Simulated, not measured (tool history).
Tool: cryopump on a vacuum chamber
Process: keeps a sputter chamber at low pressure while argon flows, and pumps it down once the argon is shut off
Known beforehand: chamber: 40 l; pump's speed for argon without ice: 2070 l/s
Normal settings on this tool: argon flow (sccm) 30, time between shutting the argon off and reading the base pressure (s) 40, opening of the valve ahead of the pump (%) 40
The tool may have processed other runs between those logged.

run,hour,argon flow (sccm),time between shutting the argon off and reading the base pressure (s),opening of the valve ahead of the pump (%),pressure while argon flows (Pa),pressure after the wait (uPa)
1,0,30,40,40,0.0639,1.76
2,12.6,30,40,34,0.0745,1.75
3,23.1,30,40,34,0.0744,1.73
# hour 36.2: leaking fittings of the chamber tightened, without venting
4,41.2,30,40,40,0.0638,1.34
5,56.5,30,40,40,0.0634,1.4
6,70.5,30,40,40,0.0642,1.37
7,82.9,30,94,40,0.064,0.67
8,96,30,94,40,0.0642,0.69
9,113.6,30,94,40,0.0645,0.74
10,122.2,30,56,40,0.0638,1.05
11,130.9,30,56,40,0.0645,1.07
12,148.9,30,56,40,0.0659,1.09
13,166.9,30,56,40,0.0648,1.08
14,179.6,30,56,40,0.0658,1.11
15,192.6,30,56,40,0.0669,1.09
16,205.3,30,56,40,0.0661,1.09
17,214.4,13,31,40,0.0276,1.82
18,226.4,56,31,26,0.1866,1.8
19,238,19,89,20,0.0809,0.77
20,250,19,89,20,0.0819,0.78
21,260.3,19,89,20,0.082,0.81
22,273.7,30,40,45,0.0611,1.46
23,281.7,30,252,17,0.1503,0.47
24,296.9,30,21,51,0.0539,2.48
25,308.2,30,278,51,0.0557,0.44
26,322.6,43,40,28,0.1356,1.45
27,337,43,40,28,0.1359,1.49
# hour 351.8: pump warmed up, emptied and cooled again
28,352.8,19,40,16,0.0968,1.43
29,361.8,19,40,16,0.098,1.43
30,380.2,19,40,16,0.0972,1.4

Here are 5 independent what-if runs from the current tool condition. What would each one return?
A,397,29,34,40,?,?
B,397,40,40,40,?,?
C,397,19,144,59,?,?
D,397,26,55,17,?,?
E,397,47,40,40,?,?

run,pressure while argon flows (Pa),pressure after the wait (uPa)
A,0.0597,1.66
B,0.0829,1.39
C,0.0274,0.55
D,0.1257,1.12
E,0.097,1.42
Had the tool no hidden state, the same runs would have come out as:
run,pressure while argon flows (Pa),pressure after the wait (uPa)
A,0.0589,1.57
B,0.0818,1.3
C,0.0269,0.46
D,0.125,1.03
E,0.0957,1.33
